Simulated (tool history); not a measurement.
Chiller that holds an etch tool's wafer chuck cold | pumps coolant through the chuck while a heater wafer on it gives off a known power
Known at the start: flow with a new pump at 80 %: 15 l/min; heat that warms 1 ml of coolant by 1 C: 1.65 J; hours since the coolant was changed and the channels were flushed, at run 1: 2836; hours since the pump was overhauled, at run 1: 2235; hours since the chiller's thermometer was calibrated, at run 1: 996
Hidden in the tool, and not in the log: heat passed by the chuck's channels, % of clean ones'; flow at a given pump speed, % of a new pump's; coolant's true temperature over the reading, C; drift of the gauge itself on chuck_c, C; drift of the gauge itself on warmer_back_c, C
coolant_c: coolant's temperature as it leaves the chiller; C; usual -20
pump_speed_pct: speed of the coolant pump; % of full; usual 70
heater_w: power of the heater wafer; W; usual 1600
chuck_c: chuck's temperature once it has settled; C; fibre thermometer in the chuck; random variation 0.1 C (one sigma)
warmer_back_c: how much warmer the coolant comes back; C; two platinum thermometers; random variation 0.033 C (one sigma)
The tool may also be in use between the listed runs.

run   hour  coolant_c  pump_speed_pct  heater_w  hours since the coolant was changed and the channels were flushed  hours since the pump was overhauled  hours since the chiller's thermometer was calibrated  chuck_c  warmer_back_c
  1      0        -20              70      1600                                                               2836                                 2235                                                   996     -9.7           4.49
  2     80        -22              70      1600                                                               2916                                 2315                                                  1076    -11.8           4.46
  3  126.3        -22              70      1600                                                               2962                                 2361                                                  1122    -11.6            4.5
  4  196.7        -19              70      1600                                                               3033                                 2432                                                  1192     -8.8           4.52
  5  282.6        -19              70      1600                                                               3119                                 2518                                                  1278     -8.9           4.43
  6  381.9        -20              70      1420                                                               3218                                 2617                                                  1377    -10.9              4
  7  461.7        -20              75      1089                                                               3298                                 2697                                                  1457    -13.5           2.82
  8  551.9        -20              75      1089                                                               3388                                 2787                                                  1548    -13.4           2.83
  9    636        -19              76      1500                                                               3472                                 2871                                                  1632     -9.8           3.88
 10  687.9        -29              79      2395                                                               3524                                 2923                                                  1684    -14.8           5.88

Forecast each of these 5 alternatives for the next run:
  A  771.5        -11              88      1574                                                               3607                                 3007                                                  1767        ?              ?
  B  771.5        -20              65      1506                                                               3607                                 3007                                                  1767        ?              ?
  C  771.5        -16              77       911                                                               3607                                 3007                                                  1767        ?              ?
  D  771.5        -20              70      1779                                                               3607                                 3007                                                  1767        ?              ?
  E  771.5        -12              78       976                                                               3607                                 3007                                                  1767        ?              ?

run  chuck_c  warmer_back_c
  A     -2.5           3.46
  B     -9.7           4.52
  C    -10.4           2.27
  D     -8.6           4.94
  E       -6           2.38
Without the tool's hidden state the same runs would have given:
run  chuck_c  warmer_back_c
  A     -2.5           3.46
  B     -9.7           4.52
  C    -10.4           2.27
  D     -8.7           4.94
  E       -6           2.38
